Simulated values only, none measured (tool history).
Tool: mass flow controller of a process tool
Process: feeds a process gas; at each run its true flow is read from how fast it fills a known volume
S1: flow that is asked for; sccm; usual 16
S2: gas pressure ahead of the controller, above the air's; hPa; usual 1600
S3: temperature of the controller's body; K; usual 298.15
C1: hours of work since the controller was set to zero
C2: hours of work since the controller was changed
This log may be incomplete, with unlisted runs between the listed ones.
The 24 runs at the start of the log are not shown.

run 25 hour=2021.2 | S1=16 S2=2270 S3=295.15 | C1=3011 C2=3011 | true_flow_(%)=100.76
run 26 hour=2084.6 | S1=5 S2=2090 S3=309.15 | C1=3036 C2=3036 | true_flow_(%)=99.97
run 27 hour=2192.1 | S1=2 S2=1600 S3=299.15 | C1=3079 C2=3079 | true_flow_(%)=97.29
run 28 hour=2277.5 | S1=3 S2=1600 S3=298.15 | C1=3113 C2=3113 | true_flow_(%)=98.07
run 29 hour=2384.2 | S1=3 S2=2550 S3=308.15 | C1=3156 C2=3156 | true_flow_(%)=98.97
run 30 hour=2434.8 | S1=7 S2=2010 S3=310.15 | C1=3176 C2=3176 | true_flow_(%)=100.36
run 31 hour=2544.3 | S1=7 S2=2000 S3=295.15 | C1=3219 C2=3219 | true_flow_(%)=99.31
run 32 hour=2624.8 | S1=3 S2=2340 S3=298.15 | C1=3251 C2=3251 | true_flow_(%)=98.28
run 33 hour=2714.7 | S1=8 S2=2080 S3=308.15 | C1=3287 C2=3287 | true_flow_(%)=100.55
run 34 hour=2799.4 | S1=8 S2=1780 S3=298.15 | C1=3321 C2=3321 | true_flow_(%)=99.74
run 35 hour=2883.2 | S1=16 S2=2130 S3=298.15 | C1=3354 C2=3354 | true_flow_(%)=101.03
run 36 hour=2948.2 | S1=16 S2=2130 S3=298.15 | C1=3380 C2=3380 | true_flow_(%)=101.23
run 37 hour=3020.9 | S1=16 S2=2130 S3=300.15 | C1=3409 C2=3409 | true_flow_(%)=101.32
run 38 hour=3126.9 | S1=7 S2=1630 S3=310.15 | C1=3452 C2=3452 | true_flow_(%)=100.54
run 39 hour=3217.5 | S1=18 S2=2390 S3=306.15 | C1=3488 C2=3488 | true_flow_(%)=102.34
run 40 hour=3309.8 | S1=18 S2=2390 S3=306.15 | C1=3524 C2=3524 | true_flow_(%)=102.25
run 41 hour=3404.7 | S1=3 S2=2510 S3=306.15 | C1=3562 C2=3562 | true_flow_(%)=98.99
run 42 hour=3451 | S1=3 S2=2510 S3=306.15 | C1=3581 C2=3581 | true_flow_(%)=98.9
run 43 hour=3560.1 | S1=16 S2=1820 S3=298.15 | C1=3624 C2=3624 | true_flow_(%)=101.22
run 44 hour=3639.7 | S1=11 S2=1780 S3=299.15 | C1=3656 C2=3656 | true_flow_(%)=100.53
run 45 hour=3745 | S1=7 S2=1600 S3=298.15 | C1=3698 C2=3698 | true_flow_(%)=99.58
run 46 hour=3831.3 | S1=7 S2=1600 S3=298.15 | C1=3732 C2=3732 | true_flow_(%)=99.56

Predict each of these 5 candidate next runs independently; none follows another, all start after run 46:
run A hour=3935.6 | S1=2 S2=1600 S3=312.15 | C1=3774 C2=3774 | true_flow_(%)=?
run B hour=3935.6 | S1=15 S2=2420 S3=306.15 | C1=3774 C2=3774 | true_flow_(%)=?
run C hour=3935.6 | S1=7 S2=1410 S3=298.15 | C1=3774 C2=3774 | true_flow_(%)=?
run D hour=3935.6 | S1=16 S2=2440 S3=307.15 | C1=3774 C2=3774 | true_flow_(%)=?
run E hour=3935.6 | S1=16 S2=2670 S3=302.15 | C1=3774 C2=3774 | true_flow_(%)=?

run=A true_flow_(%)=98.46
run=B true_flow_(%)=101.96
run=C true_flow_(%)=99.66
run=D true_flow_(%)=102.32
run=E true_flow_(%)=101.77
Stripped of hidden state, with their random variation kept, the same runs would have yielded:
run=A true_flow_(%)=98.35
run=B true_flow_(%)=100
run=C true_flow_(%)=98.03
run=D true_flow_(%)=100.34
run=E true_flow_(%)=99.8
